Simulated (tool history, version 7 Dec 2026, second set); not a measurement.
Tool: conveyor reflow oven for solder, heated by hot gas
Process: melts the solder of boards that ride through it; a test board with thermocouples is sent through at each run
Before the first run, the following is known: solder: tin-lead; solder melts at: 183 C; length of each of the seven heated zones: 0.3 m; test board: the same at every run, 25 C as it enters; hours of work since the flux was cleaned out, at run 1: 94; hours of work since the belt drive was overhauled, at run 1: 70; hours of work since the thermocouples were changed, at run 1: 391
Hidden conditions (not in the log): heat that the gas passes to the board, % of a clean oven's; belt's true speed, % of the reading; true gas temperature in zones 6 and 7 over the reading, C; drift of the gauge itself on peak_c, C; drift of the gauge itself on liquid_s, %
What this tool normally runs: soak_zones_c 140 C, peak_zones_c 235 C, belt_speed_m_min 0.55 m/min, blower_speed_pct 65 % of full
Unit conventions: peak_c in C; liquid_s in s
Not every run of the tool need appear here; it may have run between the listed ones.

| run | day | soak_zones_c | peak_zones_c | belt_speed_m_min | blower_speed_pct | hours of work since the flux was cleaned out | hours of work since the belt drive was overhauled | hours of work since the thermocouples were changed | peak_c | liquid_s |
|---|---|---|---|---|---|---|---|---|---|---|
| 1 | 0 | 140 | 235 | 0.55 | 65 | 94 | 70 | 391 | 209.9 | 42.8 |
| 2 | 0.546 | 140 | 235 | 0.616 | 65 | 104 | 80 | 401 | 205.3 | 33.6 |
| 3 | 1.479 | 140 | 235 | 0.616 | 69 | 120 | 96 | 417 | 206.9 | 34.9 |
| 4 | 2.062 | 140 | 235 | 0.616 | 69 | 131 | 106 | 427 | 206.3 | 34 |
| 5 | 2.942 | 140 | 235 | 0.616 | 69 | 146 | 122 | 443 | 206.7 | 34.4 |
| 6 | 3.4 | 140 | 235 | 0.616 | 69 | 154 | 130 | 451 | 206.2 | 34.4 |
| 7 | 4.154 | 140 | 235 | 0.616 | 69 | 167 | 143 | 464 | 206.2 | 34 |
| 8 | 5.121 | 140 | 235 | 0.545 | 65 | 184 | 160 | 481 | 209.9 | 43 |
| 9 | 6.05 | 140 | 235 | 0.55 | 65 | 201 | 176 | 497 | 209.7 | 42.1 |
| 10 | 6.9 | 140 | 235 | 0.55 | 65 | 216 | 191 | 512 | 209.6 | 42.2 |
| 11 | 7.746 | 131 | 235 | 0.55 | 65 | 230 | 206 | 527 | 207.1 | 37.3 |
| 12 | 8.721 | 131 | 235 | 0.55 | 65 | 248 | 223 | 544 | 206.6 | 36.4 |
| 13 | 9.242 | 140 | 235 | 0.597 | 65 | 257 | 232 | 553 | 205.3 | 35.4 |
| 14 | 10.158 | 140 | 235 | 0.597 | 65 | 273 | 248 | 569 | 205.4 | 34.3 |
| 15 | 10.579 | 150 | 235 | 0.515 | 85 | 280 | 256 | 577 | 218.1 | 56.8 |
| 16 | 11.096 | 146 | 235 | 0.515 | 75 | 289 | 265 | 586 | 215.4 | 53.5 |
| 17 | 11.738 | 147 | 242 | 0.515 | 66 | 300 | 276 | 597 | 218.8 | 55.5 |
| 18 | 12.312 | 147 | 242 | 0.515 | 66 | 311 | 286 | 607 | 219.4 | 55.3 |
| 19 | 12.846 | 141 | 242 | 0.515 | 70 | 320 | 296 | 616 | 218.4 | 53.5 |

Here are 4 independent what-if runs from the current tool condition. What would each one return?
| A | 13.846 | 149 | 235 | 0.55 | 65 | 337 | 313 | 634 | ? | ? |
| B | 13.846 | 141 | 230 | 0.515 | 70 | 337 | 313 | 634 | ? | ? |
| C | 13.846 | 141 | 233 | 0.48 | 70 | 337 | 313 | 634 | ? | ? |
| D | 13.846 | 140 | 235 | 0.55 | 74 | 337 | 313 | 634 | ? | ? |

| run | peak_c | liquid_s |
|---|---|---|
| A | 211.1 | 46.1 |
| B | 208.9 | 45.1 |
| C | 213.8 | 53.4 |
| D | 210.9 | 43.4 |
Had the tool no hidden state, the same runs would have come out as:
| run | peak_c | liquid_s |
|---|---|---|
| A | 212.8 | 47.7 |
| B | 210.6 | 46.9 |
| C | 215.3 | 54.8 |
| D | 212.9 | 45.2 |
